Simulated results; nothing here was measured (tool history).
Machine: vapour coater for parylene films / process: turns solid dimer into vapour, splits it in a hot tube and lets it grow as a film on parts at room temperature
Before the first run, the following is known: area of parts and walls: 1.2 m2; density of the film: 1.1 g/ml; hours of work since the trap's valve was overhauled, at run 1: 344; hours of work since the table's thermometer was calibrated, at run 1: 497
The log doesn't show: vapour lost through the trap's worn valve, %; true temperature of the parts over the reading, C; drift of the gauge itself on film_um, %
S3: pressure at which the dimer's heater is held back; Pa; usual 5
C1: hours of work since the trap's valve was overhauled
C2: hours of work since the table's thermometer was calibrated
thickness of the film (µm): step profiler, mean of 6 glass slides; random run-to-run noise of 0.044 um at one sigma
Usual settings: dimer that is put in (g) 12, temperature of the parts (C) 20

Run 1, hour 0: usual settings; C1 344; C2 497. Result: thickness of the film (µm) 4.18.
At hour 18.6: trap's valve overhauled.
Run 2, hour 48.8: usual settings; C1 17; C2 521. Result: thickness of the film (µm) 4.79.
Run 3, hour 84.5: usual settings; C1 36; C2 541. Result: thickness of the film (µm) 4.75.
Run 4, hour 131.1: usual settings; C1 62; C2 567. Result: thickness of the film (µm) 4.74.
Run 5, hour 171.8: usual settings; C1 85; C2 589. Result: thickness of the film (µm) 4.72.
Run 6, hour 221.6: usual settings; C1 112; C2 617. Result: thickness of the film (µm) 4.66.
Run 7, hour 281.9: usual settings but S3 11.91 Pa; C1 146; C2 650. Result: thickness of the film (µm) 4.24.
Run 8, hour 349.6: usual settings but dimer that is put in (g) 16; C1 183; C2 688. Result: thickness of the film (µm) 6.01.
Run 9, hour 405.8: usual settings but S3 11.85 Pa; C1 214; C2 719. Result: thickness of the film (µm) 4.1.
Run 10, hour 464.9: usual settings but dimer that is put in (g) 20; C1 247; C2 752. Result: thickness of the film (µm) 7.33.
At hour 472: table's thermometer calibrated.
Run 11, hour 523.5: usual settings but dimer that is put in (g) 20; C1 279; C2 29. Result: thickness of the film (µm) 7.05.
Run 12, hour 566.3: usual settings but dimer that is put in (g) 20; C1 303; C2 52. Result: thickness of the film (µm) 7.04.
Run 13, hour 603.6: usual settings; C1 323; C2 73. Result: thickness of the film (µm) 4.1.
At hour 640.3: table's thermometer calibrated, once more.
At hour 658.2: trap's valve overhauled.
Run 14, hour 671.2: usual settings; C1 7; C2 15. Result: thickness of the film (µm) 4.66.
Run 15, hour 722: usual settings but temperature of the parts (C) 27, S3 2.29 Pa; C1 35; C2 43. Result: thickness of the film (µm) 4.51.
Run 16, hour 786: usual settings but temperature of the parts (C) 27, S3 2.29 Pa; C1 71; C2 78. Result: thickness of the film (µm) 4.44.
Run 17, hour 816.6: usual settings but dimer that is put in (g) 13, temperature of the parts (C) 16; C1 88; C2 95. Result: thickness of the film (µm) 5.46.
Run 18, hour 851.1: usual settings but dimer that is put in (g) 7, temperature of the parts (C) 16, S3 7.54 Pa; C1 107; C2 114. Result: thickness of the film (µm) 2.77.
Run 19, hour 890.9: usual settings but dimer that is put in (g) 13, temperature of the parts (C) 27, S3 7.15 Pa; C1 129; C2 136. Result: thickness of the film (µm) 4.33.
Run 20, hour 923.2: usual settings but dimer that is put in (g) 6, temperature of the parts (C) 27, S3 7.22 Pa; C1 147; C2 154. Result: thickness of the film (µm) 1.98.

What will run 21 give?
Run 21, hour 958.7: usual settings but temperature of the parts (C) 32, S3 7.63 Pa; C1 166; C2 174. Result: thickness of the film (µm) ?.

{"run 21": {"thickness of the film (µm)": 3.56}}
On a tool with no hidden condition, and with the same random variation, this run would have come out at thickness of the film (µm) 3.83.
